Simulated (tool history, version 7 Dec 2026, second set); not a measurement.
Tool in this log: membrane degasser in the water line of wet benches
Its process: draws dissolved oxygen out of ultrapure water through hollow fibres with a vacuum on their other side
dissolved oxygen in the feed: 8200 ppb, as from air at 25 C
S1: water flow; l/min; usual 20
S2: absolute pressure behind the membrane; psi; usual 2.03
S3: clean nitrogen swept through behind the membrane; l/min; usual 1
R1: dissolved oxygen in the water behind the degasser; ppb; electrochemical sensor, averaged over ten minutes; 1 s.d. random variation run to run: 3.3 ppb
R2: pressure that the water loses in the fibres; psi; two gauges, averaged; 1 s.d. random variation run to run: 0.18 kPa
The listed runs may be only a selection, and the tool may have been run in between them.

Run 1, hour 0: usual settings. Result: R1 466.5 ppb, R2 4.994 psi.
Run 2, hour 77.8: usual settings. Result: R1 468.7 ppb, R2 4.999 psi.
Run 3, hour 183.8: usual settings. Result: R1 470 ppb, R2 4.968 psi.
Run 4, hour 259.5: usual settings. Result: R1 469.5 ppb, R2 4.963 psi.
Run 5, hour 399.5: usual settings. Result: R1 473.4 ppb, R2 4.972 psi.
Run 6, hour 515.8: usual settings but S1 25 l/min. Result: R1 569.1 ppb, R2 6.27 psi.
Run 7, hour 575.8: usual settings but S1 25 l/min. Result: R1 576.4 ppb, R2 6.187 psi.
Run 8, hour 642.2: usual settings but S3 1.97 l/min. Result: R1 264.1 ppb, R2 4.981 psi.
Run 9, hour 719.4: usual settings but S3 1.97 l/min. Result: R1 265.3 ppb, R2 4.995 psi.
Run 10, hour 838.7: usual settings but S3 1.97 l/min. Result: R1 267.8 ppb, R2 4.944 psi.
Run 11, hour 909.5: usual settings but S3 1.97 l/min. Result: R1 267.2 ppb, R2 4.976 psi.
Run 12, hour 978.3: usual settings but S3 1.97 l/min. Result: R1 264 ppb, R2 4.95 psi.
Run 13, hour 1122.1: usual settings but S3 1.97 l/min. Result: R1 262 ppb, R2 4.972 psi.
Run 14, hour 1243.4: usual settings. Result: R1 468.9 ppb, R2 4.991 psi.
Run 15, hour 1331: usual settings but S2 3.26 psi, S3 2.87 l/min. Result: R1 322.5 ppb, R2 4.989 psi.
Run 16, hour 1411.3: usual settings but S3 0.72 l/min. Result: R1 611.9 ppb, R2 5.028 psi.
Run 17, hour 1479: usual settings but S2 1.35 psi, S3 1.22 l/min. Result: R1 235.8 ppb, R2 4.991 psi.
Run 18, hour 1603.8: usual settings but S2 4.1 psi. Result: R1 1003.5 ppb, R2 4.999 psi.
Run 19, hour 1725: usual settings but S1 22 l/min, S2 2.06 psi, S3 0.7 l/min. Result: R1 683.4 ppb, R2 5.485 psi.
Run 20, hour 1802.6: usual settings but S1 29 l/min, S2 1.86 psi, S3 2.04 l/min. Result: R1 337.9 ppb, R2 7.227 psi.
Run 21, hour 1912.6: usual settings but S1 29 l/min, S2 3.67 psi, S3 0.47 l/min. Result: R1 2026.9 ppb, R2 7.191 psi.
Run 22, hour 1992.3: usual settings but S1 29 l/min, S2 3.67 psi, S3 0.47 l/min. Result: R1 2039.9 ppb, R2 7.224 psi.
Run 23, hour 2121.8: usual settings but S1 29 l/min, S2 3.67 psi, S3 0.47 l/min. Result: R1 2008.7 ppb, R2 7.229 psi.
Run 24, hour 2249.2: usual settings but S1 18 l/min, S2 2.78 psi. Result: R1 620.1 ppb, R2 4.44 psi.
Run 25, hour 2317: usual settings but S2 2.61 psi, S3 2.71 l/min. Result: R1 270.8 ppb, R2 4.986 psi.
Run 26, hour 2425.7: usual settings but S1 26 l/min, S2 3.95 psi, S3 2.71 l/min. Result: R1 538.8 ppb, R2 6.445 psi.
Run 27, hour 2484.9: usual settings but S3 0.81 l/min. Result: R1 553.2 ppb, R2 5.02 psi.

Not shown here: 2 entries made in the log between runs. Locate each between two listed runs and compare the hidden state at the listed run before it with the hidden state at the listed run after it:
After run 5, before run 6: seals of the vacuum lines changed (hour 460.5)
  air that leaks in behind the membrane, l/min: 0.0031 -> 0.002
After run 12, before run 13: vacuum gauge calibrated (hour 1097.9)
  both runs share identical hidden conditions

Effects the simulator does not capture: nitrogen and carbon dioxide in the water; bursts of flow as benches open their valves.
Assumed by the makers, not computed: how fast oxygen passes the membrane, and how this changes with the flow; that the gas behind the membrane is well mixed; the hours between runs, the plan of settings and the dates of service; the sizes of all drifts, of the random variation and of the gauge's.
